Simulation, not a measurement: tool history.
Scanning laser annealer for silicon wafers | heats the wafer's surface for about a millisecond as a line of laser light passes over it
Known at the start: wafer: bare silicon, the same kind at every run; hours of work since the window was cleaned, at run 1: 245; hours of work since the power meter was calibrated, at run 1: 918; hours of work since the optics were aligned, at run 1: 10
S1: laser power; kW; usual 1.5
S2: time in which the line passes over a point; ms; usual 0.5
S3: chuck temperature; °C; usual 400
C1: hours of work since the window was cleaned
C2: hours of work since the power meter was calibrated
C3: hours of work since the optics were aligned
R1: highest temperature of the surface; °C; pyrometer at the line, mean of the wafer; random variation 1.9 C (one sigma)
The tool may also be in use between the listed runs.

run      day     S1     S2   S3   C1    C2    C3    R1
  1        0    1.5    0.5  400  245   918    10  1205
  2    2.667  1.618    0.5  400  286   959    50  1275
  3    4.371    1.5    0.5  400  311   985    76  1190
         5.9  -- window over the wafer cleaned
  4    6.338    1.5    0.5  400    7  1014   105  1239
  5    8.683    1.5    0.5  400   42  1049   141  1233
  6   10.562    1.5    0.5  400   71  1078   169  1225
  7   14.092    1.5    0.5  400  125  1132   223  1217
  8   16.292    1.5    0.5  400  158  1165   257  1211
  9    18.65    1.5    0.5  400  194  1201   293  1200
 10     22.4    1.5    0.5  400  251  1258   350  1192
 11   25.812    1.5    0.5  400  303  1310   402  1176
      27.867  -- window over the wafer cleaned
 12   29.108    1.5    0.5  400   19  1359   451  1234
 13   31.325    1.5    0.5  400   53  1393   484  1228
 14   35.296    1.5    0.5  400  113  1454   545  1215
 15   38.092    1.5    0.5  400  156  1496   587  1210
 16   40.321    1.5    0.5  400  190  1530   621  1202
 17   42.146    1.5    0.5  388  218  1558   649  1187
 18   44.412    1.5    0.5  388  252  1593   684  1176
 19   47.062    1.5    0.5  388  292  1633   724  1169
      49.975  -- window over the wafer cleaned
 20   50.138    1.5    0.5  388    2  1679   770  1224
 21   52.454    1.5    0.5  431   38  1714   805  1260
 22   56.238    1.5    0.5  431   95  1771   863  1249
 23    60.25    1.5  0.486  360  157  1833   924  1153
 24   63.592    1.5  0.486  360  207  1883   975  1146
 25   66.042    1.5  0.486  360  245  1921  1012  1135
 26   69.425  1.569  0.443  400  296  1972  1064  1170
      72.012  -- window over the wafer cleaned
 27   73.612    1.5    0.5  387   24  2035  1126  1211
 28   76.842    1.5    0.5  411   74  2084  1175  1228
 29   79.667    1.5  0.465  368  117  2127  1218  1141
 30    81.45  1.343    0.5  423  144  2154  1245  1120
 31   84.329   1.62  0.593  389  188  2198  1289  1354
        86.1  -- optics aligned, line set to its width
 32   87.383   1.61  0.353  407  231  2241    20  1130
 33   89.767  1.463  0.397  382  267  2278    56  1058
 34   92.542  1.322    0.5  400  310  2320    98  1067
      94.275  -- window over the wafer cleaned
 35   95.142  1.322    0.5  400   13  2358   136  1120
 36    97.55  1.529  0.491  400   50  2395   173  1243
 37  100.583  1.529  0.491  400   96  2441   219  1238
 38      103  1.529  0.491  400  133  2478   256  1234
 39  105.804  1.522  0.408  437  176  2521   299  1175
 40    108.8  1.477  0.412  400  221  2567   345  1103
 41  111.129  1.477  0.412  400  257  2602   380  1098

3 ways to go on from here, each from the tool as it stands after run 41. What would each give?
  A  113.267    1.5  0.558  374  289  2635  413   ?
  B  113.267  1.414  0.535  400  289  2635  413   ?
  C  113.267  1.345  0.376  400  289  2635  413   ?

run    R1
  A  1209
  B  1157
  C   980
Without the tool's hidden state the same runs would have given:
run    R1
  A  1267
  B  1210
  C  1020
